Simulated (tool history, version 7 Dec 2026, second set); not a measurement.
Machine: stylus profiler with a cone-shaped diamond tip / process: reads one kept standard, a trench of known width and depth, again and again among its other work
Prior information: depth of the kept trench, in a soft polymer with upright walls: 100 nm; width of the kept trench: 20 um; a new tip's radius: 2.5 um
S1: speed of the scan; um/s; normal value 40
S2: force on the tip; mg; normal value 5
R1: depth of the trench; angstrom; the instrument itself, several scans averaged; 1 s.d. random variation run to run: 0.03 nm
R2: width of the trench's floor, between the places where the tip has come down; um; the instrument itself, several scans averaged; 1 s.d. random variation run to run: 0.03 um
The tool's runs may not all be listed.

run,hour,S1,S2,R1,R2
1,0,40,5,1013.6,18.54
2,22,40,5,1013.1,18.5
3,71.4,40,5,1013.4,18.54
4,99.4,40,5,1013.4,18.53
5,144.6,40,11.02,1022,18.56
6,166.6,40,11.02,1022.3,18.54
7,196.9,40,11.02,1022.1,18.56
8,226.7,137,11.02,1022.5,18.45
9,252.4,137,11.02,1022.5,18.47
10,293.6,36,5,1013.4,18.53
11,332.9,36,5,1013.5,18.49
12,363.4,17,7.09,1016.9,18.52
13,399.5,17,7.09,1017.6,18.52
14,445.7,88,7.09,1016.9,18.39
15,493.8,88,7.09,1017.3,18.45
16,523.3,88,7.09,1017.7,18.43
17,546.9,97,1.77,1007.3,18.37
18,569.3,97,1.77,1007.9,18.34
19,620.9,132,6.12,1015.7,18.37
20,664.9,21,6.12,1016.3,18.45
21,693,78,3.17,1010.4,18.37
22,742.6,25,6.01,1015.5,18.43

Consider 3 possible next runs. They are alternatives, not a sequence: every one starts from the tool as it was left by run 22. What does each give?
A,773.4,115,5.87,?,?
B,773.4,18,3.89,?,?
C,773.4,40,2.05,?,?

run,R1,R2
A,1015.5,18.35
B,1012.7,18.47
C,1008.5,18.42
With no hidden state in the tool, these same runs would have given:
run,R1,R2
A,1013.9,18.45
B,1011.2,18.58
C,1007,18.52
